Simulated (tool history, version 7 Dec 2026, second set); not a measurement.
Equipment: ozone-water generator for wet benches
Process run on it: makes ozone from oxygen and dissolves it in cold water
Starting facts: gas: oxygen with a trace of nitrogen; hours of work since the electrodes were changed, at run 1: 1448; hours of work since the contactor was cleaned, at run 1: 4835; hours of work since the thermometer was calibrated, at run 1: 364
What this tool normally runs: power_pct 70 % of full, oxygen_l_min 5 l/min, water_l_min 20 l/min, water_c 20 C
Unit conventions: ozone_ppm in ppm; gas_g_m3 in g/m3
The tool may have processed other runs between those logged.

| run | hour | power_pct | oxygen_l_min | water_l_min | water_c | hours of work since the electrodes were changed | hours of work since the contactor was cleaned | hours of work since the thermometer was calibrated | ozone_ppm | gas_g_m3 |
|---|---|---|---|---|---|---|---|---|---|---|
| 1 | 0 | 70 | 5 | 20 | 20 | 1448 | 4835 | 364 | 22.6 | 222.5 |
| 2 | 110.3 | 70 | 5 | 20 | 20 | 1558 | 4945 | 474 | 22.7 | 221.8 |
|  | 329.5 | contactor cleaned |
| 3 | 329.5 | 70 | 5 | 13 | 20 | 1772 | 0 | 688 | 33.3 | 220 |
| 4 | 455.9 | 70 | 5 | 20 | 20 | 1898 | 126 | 814 | 24.1 | 220.2 |
| 5 | 596.4 | 70 | 8.31 | 20 | 20 | 2039 | 266 | 955 | 22.6 | 161.8 |
| 6 | 701.1 | 70 | 8.31 | 20 | 20 | 2143 | 371 | 1059 | 22.6 | 160.5 |
| 7 | 879.3 | 70 | 8.31 | 20 | 20 | 2321 | 548 | 1237 | 21.9 | 157.8 |
| 8 | 1094.4 | 70 | 5 | 32 | 20 | 2535 | 763 | 1451 | 15 | 216 |
| 9 | 1257.4 | 70 | 5 | 32 | 20 | 2698 | 926 | 1614 | 14.8 | 212.3 |
| 10 | 1404.5 | 70 | 5 | 20 | 20 | 2845 | 1072 | 1761 | 23.2 | 215.8 |
| 11 | 1493.9 | 70 | 5 | 20 | 20 | 2934 | 1161 | 1850 | 23.2 | 211.9 |
| 12 | 1627.6 | 70 | 5 | 20 | 20 | 3067 | 1295 | 1983 | 23.1 | 213.3 |
| 13 | 1738 | 70 | 5 | 20 | 20 | 3177 | 1405 | 2093 | 23.2 | 212.5 |
| 14 | 1892.9 | 70 | 5 | 20 | 20 | 3332 | 1560 | 2248 | 22.8 | 211.7 |
| 15 | 1985.9 | 70 | 5 | 20 | 20 | 3425 | 1652 | 2341 | 22.4 | 210.3 |
| 16 | 2120.6 | 70 | 5 | 20 | 20 | 3559 | 1787 | 2475 | 22.5 | 209.9 |
| 17 | 2256.4 | 83 | 5 | 20 | 15 | 3695 | 1922 | 2611 | 28 | 242 |
| 18 | 2415.6 | 63 | 3.32 | 20 | 16 | 3853 | 2081 | 2769 | 21.4 | 245.8 |
| 19 | 2545 | 63 | 2.72 | 31 | 14 | 3982 | 2210 | 2898 | 13 | 276.2 |
| 20 | 2755.6 | 70 | 7.75 | 27 | 20 | 4193 | 2420 | 3109 | 16.1 | 157.7 |
| 21 | 2907.8 | 55 | 6.86 | 27 | 20 | 4344 | 2572 | 3260 | 13.2 | 138.3 |
|  | 2917.7 | water thermometer calibrated |
| 22 | 3108.5 | 55 | 6.86 | 27 | 26 | 4544 | 2772 | 190 | 11.9 | 136.3 |
| 23 | 3194.8 | 40 | 8.3 | 29 | 13 | 4630 | 2858 | 276 | 10.3 | 95.4 |
| 24 | 3299.1 | 40 | 8.3 | 29 | 13 | 4734 | 2962 | 380 | 10.2 | 95.4 |
| 25 | 3441.4 | 70 | 5 | 28 | 15 | 4876 | 3104 | 522 | 16.5 | 202.5 |
| 26 | 3581.5 | 70 | 5 | 28 | 15 | 5016 | 3244 | 662 | 16.2 | 200.5 |
| 27 | 3684.1 | 79 | 3.01 | 28 | 15 | 5118 | 3346 | 765 | 16.8 | 302.2 |
| 28 | 3829.2 | 70 | 4.09 | 16 | 26 | 5263 | 3491 | 909 | 23.5 | 224.8 |

Run 29 is up next; what results do you expect?
| 29 | 3993.6 | 70 | 4.09 | 16 | 26 | 5427 | 3655 | 1073 | ? | ? |

{"run 29": {"ozone_ppm": 23.5, "gas_g_m3": 224.6}}
Were there no unlogged condition in the tool, this run, its random variation unchanged, would have produced ozone_ppm 28.7 ppm, gas_g_m3 261.3 g/m3.

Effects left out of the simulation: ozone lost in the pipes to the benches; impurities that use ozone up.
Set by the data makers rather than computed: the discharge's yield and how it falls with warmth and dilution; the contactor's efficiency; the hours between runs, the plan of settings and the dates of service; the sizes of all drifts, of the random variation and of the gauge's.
